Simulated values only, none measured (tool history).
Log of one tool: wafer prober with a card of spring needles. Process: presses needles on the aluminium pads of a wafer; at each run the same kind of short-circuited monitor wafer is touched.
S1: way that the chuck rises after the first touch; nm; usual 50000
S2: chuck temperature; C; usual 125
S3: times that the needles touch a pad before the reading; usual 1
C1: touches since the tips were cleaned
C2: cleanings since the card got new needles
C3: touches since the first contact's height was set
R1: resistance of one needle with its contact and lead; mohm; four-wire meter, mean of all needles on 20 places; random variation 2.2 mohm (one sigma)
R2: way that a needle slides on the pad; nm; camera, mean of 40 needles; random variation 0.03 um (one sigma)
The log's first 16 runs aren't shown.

{"day": 18.204, "done": "tips cleaned on abrasive film"}
{"run": 17, "day": 18.562, "S1": 50000, "S2": 125, "S3": 2, "C1": 3013, "C2": 26, "C3": 21535, "R1": 347, "R2": 8850}
{"day": 19.171, "done": "tips cleaned on abrasive film"}
{"run": 18, "day": 19.638, "S1": 50000, "S2": 125, "S3": 2, "C1": 3928, "C2": 27, "C3": 30506, "R1": 371, "R2": 8810}
{"day": 20.075, "done": "tips cleaned on abrasive film"}
{"run": 19, "day": 20.458, "S1": 50000, "S2": 125, "S3": 2, "C1": 3212, "C2": 28, "C3": 37367, "R1": 357, "R2": 8820}
{"day": 21.088, "done": "tips cleaned on abrasive film"}
{"run": 20, "day": 21.921, "S1": 37000, "S2": 42, "S3": 2, "C1": 6999, "C2": 29, "C3": 49600, "R1": 586, "R2": 6510}
{"day": 22.079, "done": "tips cleaned on abrasive film"}
{"day": 22.988, "done": "tips cleaned on abrasive film"}
{"run": 21, "day": 23.412, "S1": 37000, "S2": 42, "S3": 2, "C1": 3560, "C2": 31, "C3": 62050, "R1": 451, "R2": 6440}
{"day": 23.888, "done": "tips cleaned on abrasive film"}
{"run": 22, "day": 24.288, "S1": 37000, "S2": 42, "S3": 2, "C1": 3374, "C2": 32, "C3": 69378, "R1": 450, "R2": 6390}
{"day": 24.846, "done": "tips cleaned on abrasive film"}
{"run": 23, "day": 25.683, "S1": 53000, "S2": 125, "S3": 3, "C1": 7026, "C2": 33, "C3": 81037, "R1": 345, "R2": 9230}
{"day": 25.767, "done": "tips cleaned on abrasive film"}
{"day": 26.725, "done": "tips cleaned on abrasive film"}
{"run": 24, "day": 26.817, "S1": 50000, "S2": 125, "S3": 1, "C1": 776, "C2": 35, "C3": 90486, "R1": 344, "R2": 8690}
{"day": 27.658, "done": "tips cleaned on abrasive film"}
{"run": 25, "day": 27.779, "S1": 50000, "S2": 59, "S3": 2, "C1": 1037, "C2": 36, "C3": 98538, "R1": 286, "R2": 8640}
{"day": 28.571, "done": "tips cleaned on abrasive film"}
{"run": 26, "day": 29.4, "S1": 50000, "S2": 36, "S3": 2, "C1": 6952, "C2": 37, "C3": 112089, "R1": 432, "R2": 8590}
{"day": 29.496, "done": "tips cleaned on abrasive film"}
{"day": 30.504, "done": "tips cleaned on abrasive film"}
{"run": 27, "day": 30.788, "S1": 31000, "S2": 125, "S3": 1, "C1": 2376, "C2": 39, "C3": 123668, "R1": 709, "R2": 5200}
{"day": 31.408, "done": "tips cleaned on abrasive film"}
{"run": 28, "day": 31.612, "S1": 31000, "S2": 125, "S3": 3, "C1": 1720, "C2": 40, "C3": 130568, "R1": 387, "R2": 5200}
{"day": 32.354, "done": "tips cleaned on abrasive film"}
{"run": 29, "day": 33.033, "S1": 31000, "S2": 125, "S3": 3, "C1": 5688, "C2": 41, "C3": 142458, "R1": 524, "R2": 5180}
{"day": 33.333, "done": "tips cleaned on abrasive film"}
{"day": 34.329, "done": "tips cleaned on abrasive film"}
{"run": 30, "day": 34.367, "S1": 31000, "S2": 125, "S3": 2, "C1": 327, "C2": 43, "C3": 153581, "R1": 345, "R2": 5090}
{"day": 35.233, "done": "tips cleaned on abrasive film"}
{"run": 31, "day": 35.829, "S1": 51000, "S2": 125, "S3": 2, "C1": 5003, "C2": 44, "C3": 165828, "R1": 405, "R2": 8710}
{"day": 36.196, "done": "tips cleaned on abrasive film"}
{"day": 37.121, "done": "tips cleaned on abrasive film"}
{"run": 32, "day": 37.296, "S1": 33000, "S2": 39, "S3": 1, "C1": 1479, "C2": 46, "C3": 178056, "R1": 560, "R2": 5440}
{"day": 38.046, "done": "tips cleaned on abrasive film"}
{"day": 38.508, "done": "height of the first contact set anew"}
{"run": 33, "day": 38.508, "S1": 33000, "S2": 39, "S3": 1, "C1": 3763, "C2": 47, "C3": 0, "R1": 746, "R2": 5870}

Forecast each of these 3 alternatives for the next run:
{"day": 39.067, "done": "tips cleaned on abrasive film"}
{"run": "A", "day": 39.9, "S1": 50000, "S2": 88, "S3": 3, "C1": 6992, "C2": 48, "C3": 11653, "R1": "?", "R2": "?"}
{"day": 39.067, "done": "tips cleaned on abrasive film"}
{"run": "B", "day": 39.9, "S1": 40000, "S2": 79, "S3": 2, "C1": 6992, "C2": 48, "C3": 11653, "R1": "?", "R2": "?"}
{"day": 39.067, "done": "tips cleaned on abrasive film"}
{"run": "C", "day": 39.9, "S1": 33000, "S2": 39, "S3": 1, "C1": 6992, "C2": 48, "C3": 11653, "R1": "?", "R2": "?"}

run=A R1=355 R2=8870
run=B R1=534 R2=7080
run=C R1=979 R2=5870
Without the tool's hidden state the same runs would have given:
run=A R1=236 R2=8880
run=B R1=239 R2=7100
run=C R1=230 R2=5890

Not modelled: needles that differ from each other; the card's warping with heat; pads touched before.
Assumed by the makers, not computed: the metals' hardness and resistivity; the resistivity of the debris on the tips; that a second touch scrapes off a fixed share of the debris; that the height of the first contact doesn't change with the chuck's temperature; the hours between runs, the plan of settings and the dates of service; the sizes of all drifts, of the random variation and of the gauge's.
